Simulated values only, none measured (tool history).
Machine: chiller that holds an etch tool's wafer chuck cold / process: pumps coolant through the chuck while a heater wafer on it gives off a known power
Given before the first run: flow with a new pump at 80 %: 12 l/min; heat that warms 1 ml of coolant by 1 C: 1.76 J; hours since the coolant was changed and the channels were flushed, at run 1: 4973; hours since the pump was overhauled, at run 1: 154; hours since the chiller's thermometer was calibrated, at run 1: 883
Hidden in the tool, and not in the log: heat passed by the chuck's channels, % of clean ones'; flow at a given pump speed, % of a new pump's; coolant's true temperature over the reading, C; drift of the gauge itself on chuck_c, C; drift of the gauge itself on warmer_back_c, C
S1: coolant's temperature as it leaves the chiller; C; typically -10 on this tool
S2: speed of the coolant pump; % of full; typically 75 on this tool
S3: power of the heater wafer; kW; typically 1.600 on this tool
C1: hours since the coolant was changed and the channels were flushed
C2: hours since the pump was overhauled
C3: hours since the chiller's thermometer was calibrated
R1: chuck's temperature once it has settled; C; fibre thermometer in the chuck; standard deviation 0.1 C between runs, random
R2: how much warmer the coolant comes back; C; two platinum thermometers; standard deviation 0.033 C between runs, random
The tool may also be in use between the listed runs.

{"run": 1, "day": 0.0, "S1": -10, "S2": 75, "S3": 1.6, "C1": 4973, "C2": 154, "C3": 883, "R1": 5.3, "R2": 4.91}
{"run": 2, "day": 2.429, "S1": -10, "S2": 75, "S3": 1.6, "C1": 5031, "C2": 213, "C3": 941, "R1": 5.4, "R2": 4.89}
{"run": 3, "day": 6.708, "S1": -1, "S2": 75, "S3": 1.6, "C1": 5134, "C2": 315, "C3": 1044, "R1": 14.4, "R2": 4.93}
{"run": 4, "day": 11.229, "S1": -1, "S2": 75, "S3": 1.6, "C1": 5242, "C2": 424, "C3": 1152, "R1": 14.4, "R2": 4.88}
{"run": 5, "day": 14.367, "S1": -1, "S2": 75, "S3": 1.025, "C1": 5318, "C2": 499, "C3": 1227, "R1": 9.0, "R2": 3.18}
{"run": 6, "day": 17.871, "S1": -1, "S2": 75, "S3": 1.025, "C1": 5402, "C2": 583, "C3": 1311, "R1": 8.9, "R2": 3.2}
{"run": 7, "day": 21.025, "S1": -1, "S2": 75, "S3": 1.025, "C1": 5477, "C2": 659, "C3": 1387, "R1": 8.9, "R2": 3.11}
{"run": 8, "day": 25.533, "S1": -1, "S2": 75, "S3": 1.025, "C1": 5586, "C2": 767, "C3": 1495, "R1": 9.0, "R2": 3.16}
{"run": 9, "day": 30.921, "S1": -1, "S2": 75, "S3": 1.025, "C1": 5715, "C2": 896, "C3": 1625, "R1": 8.9, "R2": 3.16}
{"run": 10, "day": 34.671, "S1": -8, "S2": 77, "S3": 2.081, "C1": 5805, "C2": 986, "C3": 1715, "R1": 12.1, "R2": 6.27}
{"run": 11, "day": 37.504, "S1": -1, "S2": 63, "S3": 1.191, "C1": 5873, "C2": 1054, "C3": 1783, "R1": 13.1, "R2": 4.45}
{"run": 12, "day": 40.571, "S1": -1, "S2": 63, "S3": 1.191, "C1": 5947, "C2": 1128, "C3": 1856, "R1": 13.0, "R2": 4.51}
{"run": 13, "day": 43.646, "S1": -10, "S2": 60, "S3": 1.55, "C1": 6020, "C2": 1202, "C3": 1930, "R1": 9.4, "R2": 6.18}
{"run": 14, "day": 46.833, "S1": -10, "S2": 60, "S3": 1.55, "C1": 6097, "C2": 1278, "C3": 2007, "R1": 9.4, "R2": 6.12}
{"day": 50.217, "done": "chiller's thermometer calibrated"}
{"run": 15, "day": 50.821, "S1": -10, "S2": 60, "S3": 1.55, "C1": 6191, "C2": 1373, "C3": 14, "R1": 9.8, "R2": 6.25}

What would each run have given without the hidden state, its run-to-run variation left as it was?
run=1 R1=3.0 R2=4.89
run=2 R1=3.0 R2=4.87
run=3 R1=12.0 R2=4.90
run=4 R1=11.9 R2=4.84
run=5 R1=7.4 R2=3.15
run=6 R1=7.3 R2=3.17
run=7 R1=7.3 R2=3.07
run=8 R1=7.3 R2=3.11
run=9 R1=7.2 R2=3.11
run=10 R1=8.3 R2=6.16
run=11 R1=10.5 R2=4.36
run=12 R1=10.4 R2=4.42
run=13 R1=5.7 R2=6.05
run=14 R1=5.7 R2=5.98
run=15 R1=5.7 R2=6.10

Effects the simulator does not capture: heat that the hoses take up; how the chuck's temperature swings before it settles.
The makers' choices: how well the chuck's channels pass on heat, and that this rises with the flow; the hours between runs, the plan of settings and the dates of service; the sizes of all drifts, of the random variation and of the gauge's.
